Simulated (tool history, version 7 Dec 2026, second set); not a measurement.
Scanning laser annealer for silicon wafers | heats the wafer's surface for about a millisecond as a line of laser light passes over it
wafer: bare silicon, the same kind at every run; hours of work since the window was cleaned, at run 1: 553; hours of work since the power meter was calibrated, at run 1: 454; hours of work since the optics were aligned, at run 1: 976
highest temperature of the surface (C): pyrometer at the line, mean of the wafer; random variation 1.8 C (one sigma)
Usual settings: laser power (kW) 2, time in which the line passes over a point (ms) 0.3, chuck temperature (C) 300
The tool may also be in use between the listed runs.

run   hour  laser power (kW)  time in which the line passes over a point (ms)  chuck temperature (C)  hours of work since the window was cleaned  hours of work since the power meter was calibrated  hours of work since the optics were aligned  highest temperature of the surface (C)
  1      0                 2                                              0.3                    300                                         553                                                 454                                          976                                    1012
       8.8  -- window over the wafer cleaned
  2   17.9                 2                                              0.3                    300                                           6                                                 463                                          986                                    1056
  3   34.2                 2                                            0.262                    300                                          16                                                 474                                          996                                     996
  4   45.8                 2                                            0.262                    300                                          23                                                 481                                         1003                                     995
  5   55.6             2.095                                              0.3                    300                                          29                                                 487                                         1009                                    1098
  6   64.4             2.095                                              0.3                    300                                          34                                                 492                                         1015                                    1101
  7   75.9             2.095                                              0.3                    300                                          42                                                 499                                         1022                                    1094
  8   89.5                 2                                            0.221                    300                                          50                                                 508                                         1030                                     928
  9  102.8              1.88                                            0.328                    269                                          58                                                 516                                         1038                                    1008
 10  114.4              1.92                                            0.285                    298                                          65                                                 523                                         1046                                     994
 11  129.7              1.92                                            0.226                    298                                          75                                                 533                                         1055                                     901
 12  140.7             2.182                                            0.357                    287                                          82                                                 539                                         1062                                    1212
     149.4  -- optics aligned, line set to its width
 13  160.8             2.182                                            0.357                    287                                          91                                                 549                                            7                                    1228
 14  171.4             2.182                                            0.357                    287                                          98                                                 555                                           14                                    1228
 15  184.7             1.933                                            0.254                    294                                         106                                                 564                                           22                                     958
 16  193.4             1.875                                            0.277                    262                                         111                                                 569                                           27                                     932

4 ways to go on from here, each from the tool as it stands after run 16. What would each give?
  A  202.7             1.845                                              0.3                    300                                         117                                                 575                                           33                                       ?
  B  202.7             1.875                                            0.224                    313                                         117                                                 575                                           33                                       ?
  C  202.7             1.875                                            0.325                    289                                         117                                                 575                                           33                                       ?
  D  202.7             1.923                                            0.328                    300                                         117                                                 575                                           33                                       ?

run  highest temperature of the surface (C)
  A                                     990
  B                                     905
  C                                    1025
  D                                    1068
Without the tool's hidden state the same runs would have given:
run  highest temperature of the surface (C)
  A                                     998
  B                                     912
  C                                    1034
  D                                    1077

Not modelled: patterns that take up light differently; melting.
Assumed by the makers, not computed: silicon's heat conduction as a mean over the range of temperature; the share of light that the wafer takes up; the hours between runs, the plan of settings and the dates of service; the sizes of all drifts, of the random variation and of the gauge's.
